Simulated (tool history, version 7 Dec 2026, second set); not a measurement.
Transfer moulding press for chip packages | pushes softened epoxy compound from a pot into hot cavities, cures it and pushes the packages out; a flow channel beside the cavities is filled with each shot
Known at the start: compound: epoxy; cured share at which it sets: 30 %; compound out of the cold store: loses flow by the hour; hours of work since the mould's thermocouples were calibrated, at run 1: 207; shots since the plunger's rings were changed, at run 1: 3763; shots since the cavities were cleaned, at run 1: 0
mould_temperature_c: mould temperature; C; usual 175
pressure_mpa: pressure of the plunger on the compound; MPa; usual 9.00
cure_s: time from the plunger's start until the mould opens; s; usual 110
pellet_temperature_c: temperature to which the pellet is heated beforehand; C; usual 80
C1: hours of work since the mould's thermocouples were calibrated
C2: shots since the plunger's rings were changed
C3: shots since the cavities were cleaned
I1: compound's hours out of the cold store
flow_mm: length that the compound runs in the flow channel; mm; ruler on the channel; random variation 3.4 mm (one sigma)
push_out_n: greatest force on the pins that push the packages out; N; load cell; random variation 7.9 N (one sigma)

Run 1, hour 0.0: usual settings; C1 207; C2 3763; C3 0; I1 45.8. Result: flow_mm 847 mm, push_out_n 328 N.
At hour 10.9: plunger's sealing rings changed.
Run 2, hour 12.2: usual settings but pressure_mpa 8.71 MPa; C1 213; C2 14; C3 102; I1 17.5. Result: flow_mm 983 mm, push_out_n 333 N.
Run 3, hour 25.9: usual settings; C1 221; C2 156; C3 244; I1 11.1. Result: flow_mm 1031 mm, push_out_n 347 N.
Run 4, hour 33.7: usual settings; C1 225; C2 238; C3 326; I1 25.4. Result: flow_mm 952 mm, push_out_n 344 N.
Run 5, hour 47.0: usual settings but pellet_temperature_c 89 C; C1 233; C2 377; C3 465; I1 15.4. Result: flow_mm 1008 mm, push_out_n 326 N.
Run 6, hour 61.0: usual settings but pellet_temperature_c 89 C; C1 242; C2 524; C3 612; I1 17.0. Result: flow_mm 998 mm, push_out_n 340 N.
Run 7, hour 72.4: usual settings but pellet_temperature_c 89 C; C1 248; C2 643; C3 731; I1 24.8. Result: flow_mm 954 mm, push_out_n 329 N.
At hour 83.9: cavities cleaned with cleaning compound and waxed.
Run 8, hour 88.4: usual settings; C1 257; C2 795; C3 47; I1 17.1. Result: flow_mm 1001 mm, push_out_n 321 N.
Run 9, hour 102.5: usual settings; C1 266; C2 942; C3 194; I1 27.8. Result: flow_mm 941 mm, push_out_n 326 N.
Run 10, hour 111.9: usual settings; C1 271; C2 1041; C3 293; I1 27.9. Result: flow_mm 936 mm, push_out_n 322 N.
Run 11, hour 126.9: usual settings; C1 280; C2 1198; C3 450; I1 42.8. Result: flow_mm 862 mm, push_out_n 322 N.
Run 12, hour 142.1: usual settings; C1 289; C2 1356; C3 608; I1 30.2. Result: flow_mm 921 mm, push_out_n 339 N.
Run 13, hour 154.8: usual settings; C1 297; C2 1489; C3 741; I1 10.1. Result: flow_mm 1044 mm, push_out_n 342 N.
At hour 165.3: cavities cleaned with cleaning compound and waxed.
Run 14, hour 168.7: usual settings but cure_s 104 s; C1 304; C2 1619; C3 35; I1 12.7. Result: flow_mm 1025 mm, push_out_n 373 N.
Run 15, hour 177.8: usual settings but mould_temperature_c 176 C, pressure_mpa 7.02 MPa, cure_s 124 s, pellet_temperature_c 83 C; C1 310; C2 1714; C3 130; I1 21.4. Result: flow_mm 855 mm, push_out_n 283 N.
Run 16, hour 184.7: usual settings but mould_temperature_c 167 C, pressure_mpa 7.06 MPa, cure_s 98 s, pellet_temperature_c 74 C; C1 314; C2 1786; C3 202; I1 8.7. Result: flow_mm 958 mm, push_out_n 769 N.
Run 17, hour 199.1: usual settings but mould_temperature_c 167 C, pressure_mpa 7.06 MPa, cure_s 93 s, pellet_temperature_c 74 C; C1 322; C2 1937; C3 353; I1 47.1. Result: flow_mm 765 mm, push_out_n 724 N.
Run 18, hour 213.3: usual settings but mould_temperature_c 167 C, pressure_mpa 7.06 MPa, cure_s 98 s, pellet_temperature_c 74 C; C1 331; C2 2085; C3 501; I1 15.6. Result: flow_mm 917 mm, push_out_n 738 N.
Run 19, hour 222.6: usual settings but mould_temperature_c 167 C, pressure_mpa 7.06 MPa, cure_s 98 s, pellet_temperature_c 74 C; C1 336; C2 2183; C3 599; I1 12.4. Result: flow_mm 944 mm, push_out_n 750 N.
Run 20, hour 236.3: usual settings but mould_temperature_c 181 C, cure_s 94 s, pellet_temperature_c 74 C; C1 345; C2 2326; C3 742; I1 28.1. Result: flow_mm 919 mm, push_out_n 334 N.
At hour 246.9: cavities cleaned with cleaning compound and waxed.
Run 21, hour 252.5: usual settings but mould_temperature_c 171 C, pressure_mpa 10.67 MPa, cure_s 94 s, pellet_temperature_c 74 C; C1 353; C2 2479; C3 59; I1 41.9. Result: flow_mm 957 mm, push_out_n 567 N.
Run 22, hour 259.0: usual settings but pressure_mpa 6.87 MPa; C1 357; C2 2547; C3 127; I1 45.6. Result: flow_mm 740 mm, push_out_n 317 N.
Run 23, hour 270.0: usual settings but mould_temperature_c 178 C, pressure_mpa 9.17 MPa, cure_s 114 s; C1 364; C2 2662; C3 242; I1 32.7. Result: flow_mm 913 mm, push_out_n 283 N.
Run 24, hour 278.0: usual settings but mould_temperature_c 176 C, cure_s 96 s, pellet_temperature_c 89 C; C1 369; C2 2746; C3 326; I1 20.3. Result: flow_mm 977 mm, push_out_n 397 N.
Run 25, hour 289.0: usual settings but mould_temperature_c 171 C, cure_s 118 s, pellet_temperature_c 89 C; C1 375; C2 2861; C3 441; I1 45.8. Result: flow_mm 856 mm, push_out_n 344 N.
Run 26, hour 298.4: usual settings but mould_temperature_c 168 C, cure_s 118 s, pellet_temperature_c 85 C; C1 381; C2 2960; C3 540; I1 39.7. Result: flow_mm 893 mm, push_out_n 391 N.
Run 27, hour 306.7: usual settings but mould_temperature_c 168 C, cure_s 118 s, pellet_temperature_c 85 C; C1 386; C2 3046; C3 626; I1 33.0. Result: flow_mm 936 mm, push_out_n 412 N.
Run 28, hour 318.0: usual settings but mould_temperature_c 176 C; C1 393; C2 3164; C3 744; I1 45.5. Result: flow_mm 847 mm, push_out_n 326 N.

Forecast each of these 4 alternatives for the next run:
At hour 328.7: cavities cleaned with cleaning compound and waxed.
Run A, hour 329.6: usual settings but mould_temperature_c 181 C, pressure_mpa 6.87 MPa, cure_s 149 s; C1 399; C2 3270; C3 9; I1 16.2. Result: flow_mm ?, push_out_n ?.
At hour 328.7: cavities cleaned with cleaning compound and waxed.
Run B, hour 329.6: usual settings but pressure_mpa 7.79 MPa, cure_s 114 s, pellet_temperature_c 77 C; C1 399; C2 3270; C3 9; I1 11.4. Result: flow_mm ?, push_out_n ?.
At hour 328.7: cavities cleaned with cleaning compound and waxed.
Run C, hour 329.6: usual settings but mould_temperature_c 176 C, cure_s 138 s, pellet_temperature_c 75 C; C1 399; C2 3270; C3 9; I1 20.7. Result: flow_mm ?, push_out_n ?.
At hour 328.7: cavities cleaned with cleaning compound and waxed.
Run D, hour 329.6: usual settings but cure_s 102 s, pellet_temperature_c 87 C; C1 399; C2 3270; C3 9; I1 25.3. Result: flow_mm ?, push_out_n ?.

run  flow_mm  push_out_n
  A      861         266
  B      966         325
  C      971         267
  D      953         371
Without the tool's hidden state the same runs would have given:
run  flow_mm  push_out_n
  A      862         266
  B      967         325
  C      972         267
  D      954         371
